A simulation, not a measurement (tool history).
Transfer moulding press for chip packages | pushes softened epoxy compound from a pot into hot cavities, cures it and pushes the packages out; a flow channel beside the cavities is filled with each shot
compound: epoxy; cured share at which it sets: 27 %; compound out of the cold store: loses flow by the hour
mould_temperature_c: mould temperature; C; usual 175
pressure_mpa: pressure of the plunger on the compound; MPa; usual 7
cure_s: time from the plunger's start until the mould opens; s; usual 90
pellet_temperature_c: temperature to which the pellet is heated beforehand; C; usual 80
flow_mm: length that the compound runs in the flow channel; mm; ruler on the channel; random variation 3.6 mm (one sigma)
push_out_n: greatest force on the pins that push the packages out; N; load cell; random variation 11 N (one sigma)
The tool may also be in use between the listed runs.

| run | hour | mould_temperature_c | pressure_mpa | cure_s | pellet_temperature_c | incoming compound's hours out of the cold store | flow_mm | push_out_n |
|---|---|---|---|---|---|---|---|---|
| 1 | 0 | 175 | 7 | 90 | 80 | 16.6 | 975 | 536 |
| 2 | 31.7 | 175 | 7 | 90 | 80 | 27.5 | 929 | 723 |
| 3 | 49.5 | 175 | 7 | 90 | 80 | 21.2 | 952 | 752 |
|  | 61.6 | cavities cleaned with cleaning compound and waxed |
| 4 | 72.5 | 175 | 7 | 90 | 80 | 22.4 | 938 | 605 |
|  | 106.2 | plunger's sealing rings changed |
| 5 | 110.1 | 175 | 7 | 90 | 80 | 11.1 | 1044 | 780 |
|  | 126.3 | cavities cleaned with cleaning compound and waxed |
| 6 | 146.4 | 175 | 7 | 90 | 80 | 13.4 | 1024 | 620 |
| 7 | 165.8 | 175 | 7 | 90 | 80 | 16.2 | 1007 | 726 |
|  | 188.3 | cavities cleaned with cleaning compound and waxed |
| 8 | 188.8 | 173 | 6.43 | 90 | 80 | 19.9 | 954 | 584 |
| 9 | 208.5 | 173 | 6.93 | 90 | 80 | 32.9 | 929 | 705 |
|  | 248.9 | cavities cleaned with cleaning compound and waxed |
| 10 | 248.9 | 173 | 6.93 | 90 | 80 | 34 | 915 | 556 |
| 11 | 286.8 | 175 | 6.18 | 90 | 80 | 9.4 | 960 | 775 |
| 12 | 305.8 | 179 | 7 | 105 | 80 | 19.5 | 949 | 675 |

Forecast each of these 5 alternatives for the next run:
|  | 310.4 | cavities cleaned with cleaning compound and waxed |
| A | 336.8 | 173 | 5.87 | 81 | 80 | 22.9 | ? | ? |
|  | 310.4 | cavities cleaned with cleaning compound and waxed |
| B | 336.8 | 179 | 8.51 | 93 | 83 | 42.8 | ? | ? |
|  | 310.4 | cavities cleaned with cleaning compound and waxed |
| C | 336.8 | 179 | 5.85 | 105 | 86 | 24 | ? | ? |
|  | 310.4 | cavities cleaned with cleaning compound and waxed |
| D | 336.8 | 167 | 7.47 | 105 | 82 | 37 | ? | ? |
|  | 310.4 | cavities cleaned with cleaning compound and waxed |
| E | 336.8 | 175 | 7 | 90 | 71 | 39.7 | ? | ? |

| run | flow_mm | push_out_n |
|---|---|---|
| A | 876 | 924 |
| B | 933 | 580 |
| C | 845 | 564 |
| D | 955 | 817 |
| E | 878 | 681 |
Without the tool's hidden state the same runs would have given:
| run | flow_mm | push_out_n |
|---|---|---|
| A | 906 | 719 |
| B | 964 | 442 |
| C | 874 | 431 |
| D | 988 | 636 |
| E | 908 | 524 |

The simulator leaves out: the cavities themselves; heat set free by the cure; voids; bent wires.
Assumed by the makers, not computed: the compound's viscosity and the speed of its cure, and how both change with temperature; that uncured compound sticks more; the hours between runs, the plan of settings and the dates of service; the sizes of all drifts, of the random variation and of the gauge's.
